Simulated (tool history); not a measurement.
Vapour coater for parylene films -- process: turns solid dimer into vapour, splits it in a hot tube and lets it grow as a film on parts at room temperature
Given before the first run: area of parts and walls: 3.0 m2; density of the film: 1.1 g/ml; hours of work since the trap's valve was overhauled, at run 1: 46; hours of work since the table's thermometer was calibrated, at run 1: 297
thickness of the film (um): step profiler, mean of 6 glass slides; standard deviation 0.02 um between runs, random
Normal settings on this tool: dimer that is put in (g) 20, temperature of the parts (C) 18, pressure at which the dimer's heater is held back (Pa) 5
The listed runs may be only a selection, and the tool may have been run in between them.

| run | hour | dimer that is put in (g) | temperature of the parts (C) | pressure at which the dimer's heater is held back (Pa) | hours of work since the trap's valve was overhauled | hours of work since the table's thermometer was calibrated | thickness of the film (um) |
|---|---|---|---|---|---|---|---|
| 1 | 0 | 20 | 18 | 5 | 46 | 297 | 3.13 |
| 2 | 19.1 | 20 | 18 | 5 | 55 | 306 | 3.12 |
| 3 | 38 | 20 | 18 | 5 | 64 | 315 | 3.12 |
| 4 | 65.5 | 20 | 18 | 3.2 | 77 | 328 | 3.2 |
| 5 | 98 | 20 | 18 | 3.2 | 93 | 344 | 3.22 |
| 6 | 115.7 | 20 | 22 | 3.2 | 101 | 353 | 2.7 |
| 7 | 147.8 | 20 | 22 | 3.2 | 117 | 368 | 2.71 |
| 8 | 165.5 | 20 | 18 | 5 | 125 | 377 | 3.01 |
| 9 | 198.3 | 20 | 19 | 5 | 141 | 392 | 2.88 |
| 10 | 221.3 | 14 | 18 | 5 | 152 | 404 | 2.08 |
| 11 | 237.7 | 14 | 18 | 5 | 160 | 411 | 2.07 |
| 12 | 261 | 33 | 18 | 5 | 171 | 423 | 4.87 |
| 13 | 293.5 | 20 | 18 | 2.95 | 187 | 438 | 3.07 |
| 14 | 317.8 | 20 | 18 | 2.95 | 199 | 450 | 3.03 |
| 15 | 343.1 | 20 | 18 | 2.95 | 211 | 462 | 3.03 |
|  | 363.3 | trap's valve overhauled |
| 16 | 373.4 | 20 | 18 | 2.95 | 5 | 475 | 3.39 |
| 17 | 395 | 20 | 18 | 2.95 | 15 | 485 | 3.36 |
| 18 | 427.4 | 20 | 18 | 5 | 31 | 501 | 3.18 |
| 19 | 448.3 | 20 | 18 | 5 | 41 | 511 | 3.19 |
| 20 | 474.8 | 20 | 18 | 8.14 | 54 | 524 | 2.99 |
| 21 | 505.8 | 20 | 21 | 8.14 | 69 | 539 | 2.65 |
| 22 | 520.3 | 20 | 18 | 5 | 76 | 546 | 3.14 |
| 23 | 535.3 | 20 | 18 | 5 | 83 | 553 | 3.15 |
| 24 | 549.8 | 20 | 27 | 5 | 90 | 560 | 2.17 |
| 25 | 575.3 | 20 | 14 | 10.11 | 102 | 572 | 3.41 |
| 26 | 594.9 | 11 | 28 | 2.43 | 112 | 582 | 1.22 |
| 27 | 623.8 | 29 | 14 | 6.26 | 126 | 596 | 5.06 |
| 28 | 643 | 19 | 14 | 3.9 | 135 | 605 | 3.45 |
| 29 | 667.2 | 9 | 20 | 4.07 | 147 | 617 | 1.26 |
| 30 | 693 | 9 | 12 | 3.27 | 159 | 629 | 1.76 |
| 31 | 722.1 | 9 | 12 | 3.27 | 173 | 643 | 1.78 |
| 32 | 750.3 | 9 | 17 | 3.27 | 187 | 657 | 1.43 |
|  | 754 | table's thermometer calibrated |
| 33 | 768.1 | 19 | 22 | 5.46 | 195 | 7 | 2.37 |
| 34 | 798.8 | 19 | 22 | 5.46 | 210 | 22 | 2.38 |
| 35 | 815.5 | 19 | 22 | 5.46 | 218 | 30 | 2.36 |
|  | 821.6 | trap's valve overhauled |
| 36 | 834 | 19 | 22 | 5.46 | 6 | 37 | 2.65 |
| 37 | 854 | 34 | 11 | 8.09 | 16 | 46 | 6.93 |
|  | 863.8 | table's thermometer calibrated, once more |
| 38 | 873.3 | 34 | 12 | 8.09 | 24 | 5 | 6.38 |
| 39 | 904 | 34 | 12 | 8.09 | 39 | 19 | 6.29 |
| 40 | 925.8 | 34 | 12 | 8.09 | 50 | 30 | 6.33 |
| 41 | 954.4 | 34 | 12 | 8.09 | 64 | 44 | 6.29 |
| 42 | 982.9 | 27 | 12 | 5.06 | 77 | 57 | 5.07 |
| 43 | 1015.7 | 15 | 15 | 6.53 | 93 | 73 | 2.5 |
| 44 | 1047.8 | 15 | 15 | 6.53 | 109 | 89 | 2.43 |
| 45 | 1073.4 | 20 | 15 | 6.53 | 121 | 101 | 3.26 |
| 46 | 1094.1 | 20 | 15 | 6.53 | 131 | 111 | 3.22 |
| 47 | 1122.8 | 11 | 11 | 8.04 | 145 | 125 | 2.02 |

Consider 4 possible next runs. They are alternatives, not a sequence: every one starts from the tool as it was left by run 47. What does each give?
| A | 1145 | 11 | 13 | 3.97 | 156 | 136 | ? |
| B | 1145 | 20 | 18 | 3.24 | 156 | 136 | ? |
| C | 1145 | 18 | 12 | 10.6 | 156 | 136 | ? |
| D | 1145 | 11 | 11 | 8.04 | 156 | 136 | ? |

| run | thickness of the film (um) |
|---|---|
| A | 1.95 |
| B | 3.01 |
| C | 3.11 |
| D | 2.04 |
Without the tool's unlogged condition, the same runs would have read:
| run | thickness of the film (um) |
|---|---|
| A | 2.13 |
| B | 3.28 |
| C | 3.39 |
| D | 2.21 |
